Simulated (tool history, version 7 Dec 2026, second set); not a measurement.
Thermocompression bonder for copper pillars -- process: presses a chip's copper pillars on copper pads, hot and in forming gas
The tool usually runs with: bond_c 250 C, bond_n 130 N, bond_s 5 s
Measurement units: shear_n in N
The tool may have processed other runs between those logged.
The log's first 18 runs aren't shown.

| run | hour | bond_c | bond_n | bond_s | hours of work since the heater was calibrated | hours of work since the force cell was calibrated | hours of work since the gas filter was changed | shear_n |
|---|---|---|---|---|---|---|---|---|
| 19 | 640.2 | 250 | 130 | 9 | 1012 | 399 | 90 | 65.3 |
| 20 | 676.2 | 250 | 130 | 5 | 1028 | 415 | 106 | 56.6 |
| 21 | 713.7 | 250 | 107 | 5 | 1045 | 432 | 123 | 51.5 |
| 22 | 736.3 | 250 | 137 | 14 | 1055 | 442 | 133 | 72.1 |
| 23 | 767.0 | 250 | 137 | 8 | 1069 | 456 | 147 | 64.8 |
| 24 | 794.1 | 250 | 137 | 8 | 1081 | 468 | 159 | 64.2 |
| 25 | 816.3 | 250 | 137 | 8 | 1091 | 478 | 169 | 63.5 |
| 26 | 860.9 | 250 | 134 | 5 | 1111 | 498 | 189 | 56.1 |
|  | 886.4 | forming gas filter changed |
| 27 | 893.4 | 268 | 86 | 13 | 1125 | 512 | 3 | 71.6 |
| 28 | 935.2 | 255 | 134 | 3 | 1144 | 531 | 22 | 53.2 |
| 29 | 974.0 | 262 | 142 | 14 | 1162 | 548 | 39 | 78.8 |
|  | 1001.6 | heater calibrated with a thermocouple chip |
| 30 | 1007.2 | 250 | 130 | 3 | 3 | 562 | 53 | 50.9 |
| 31 | 1050.9 | 250 | 145 | 11 | 22 | 582 | 73 | 72.5 |
| 32 | 1076.4 | 250 | 145 | 11 | 34 | 594 | 84 | 71.5 |
| 33 | 1099.3 | 224 | 86 | 4 | 44 | 604 | 95 | 28.4 |
| 34 | 1131.3 | 229 | 83 | 5 | 58 | 618 | 109 | 33.0 |
| 35 | 1156.9 | 248 | 83 | 12 | 70 | 630 | 120 | 57.6 |
| 36 | 1195.2 | 248 | 83 | 12 | 87 | 647 | 138 | 57.7 |
| 37 | 1219.2 | 228 | 128 | 5 | 98 | 658 | 148 | 42.8 |
| 38 | 1269.1 | 228 | 128 | 5 | 120 | 680 | 171 | 42.0 |
| 39 | 1303.8 | 241 | 81 | 4 | 136 | 696 | 186 | 36.0 |
| 40 | 1324.9 | 241 | 81 | 4 | 145 | 705 | 196 | 36.0 |
|  | 1337.1 | forming gas filter changed |
| 41 | 1368.1 | 241 | 81 | 4 | 164 | 724 | 14 | 37.3 |

3 options for the next run, each taken on its own from the tool as it stands now. Forecast them:
| A | 1403.5 | 271 | 103 | 15 | 180 | 740 | 30 | ? |
| B | 1403.5 | 250 | 130 | 3 | 180 | 740 | 30 | ? |
| C | 1403.5 | 277 | 130 | 5 | 180 | 740 | 30 | ? |

| run | shear_n |
|---|---|
| A | 78.9 |
| B | 51.2 |
| C | 74.8 |
Take away the tool's hidden state, keep each run's random variation, and the runs would have read:
| run | shear_n |
|---|---|
| A | 80.4 |
| B | 53.2 |
| C | 76.6 |
